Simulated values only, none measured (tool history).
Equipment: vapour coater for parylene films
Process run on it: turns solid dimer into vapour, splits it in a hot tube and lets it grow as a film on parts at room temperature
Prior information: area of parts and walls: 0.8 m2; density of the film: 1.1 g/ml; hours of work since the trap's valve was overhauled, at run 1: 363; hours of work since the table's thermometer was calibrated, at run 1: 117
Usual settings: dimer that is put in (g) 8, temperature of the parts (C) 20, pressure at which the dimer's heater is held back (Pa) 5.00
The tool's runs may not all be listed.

run,hour,dimer that is put in (g),temperature of the parts (C),pressure at which the dimer's heater is held back (Pa),hours of work since the trap's valve was overhauled,hours of work since the table's thermometer was calibrated,thickness of the film (µm)
1,0.0,8,20,5.00,363,117,4.62
2,8.9,8,20,5.00,368,122,4.61
3,21.6,8,20,5.00,375,129,4.62
4,38.2,12,20,5.00,385,139,6.93
5,49.2,8,20,5.00,391,145,4.57
6,57.2,8,21,5.00,395,149,4.44
7,65.5,9,21,5.00,400,154,5.06
8,73.3,8,14,5.00,404,158,5.31
9,83.6,8,14,5.00,410,164,5.35
10,100.4,8,14,5.00,419,173,5.32
11,109.2,11,20,5.00,424,178,6.36
12,125.5,8,16,5.00,433,187,5.07
13,141.8,8,20,5.00,442,196,4.55
14,149.5,6,17,3.00,446,200,3.98
15,163.8,6,13,4.60,454,208,4.09
16,180.7,6,13,4.60,464,218,4.10
17,193.3,6,13,4.60,471,225,4.10
18,210.7,7,14,3.87,480,234,4.74
# hour 219.2: trap's valve overhauled
19,222.4,7,17,9.88,2,238,4.32
20,234.7,7,17,9.88,9,245,4.35
21,250.9,12,17,9.88,18,254,7.28
22,267.2,11,26,11.59,27,263,5.15
23,280.6,11,26,11.59,34,271,5.18

Results for each run, recomputed without the tool's hidden state and with each run's random variation untouched:
The tool's hidden condition here consists of: vapour lost through the trap's worn valve, %; true temperature of the parts over the reading, C; drift of the gauge itself on film_um, %.
run,thickness of the film (µm)
1,4.98
2,4.98
3,5.00
4,7.52
5,4.97
6,4.83
7,5.51
8,5.78
9,5.83
10,5.81
11,6.95
12,5.55
13,4.99
14,4.37
15,4.50
16,4.52
17,4.52
18,5.24
19,4.31
20,4.36
21,7.30
22,5.17
23,5.21
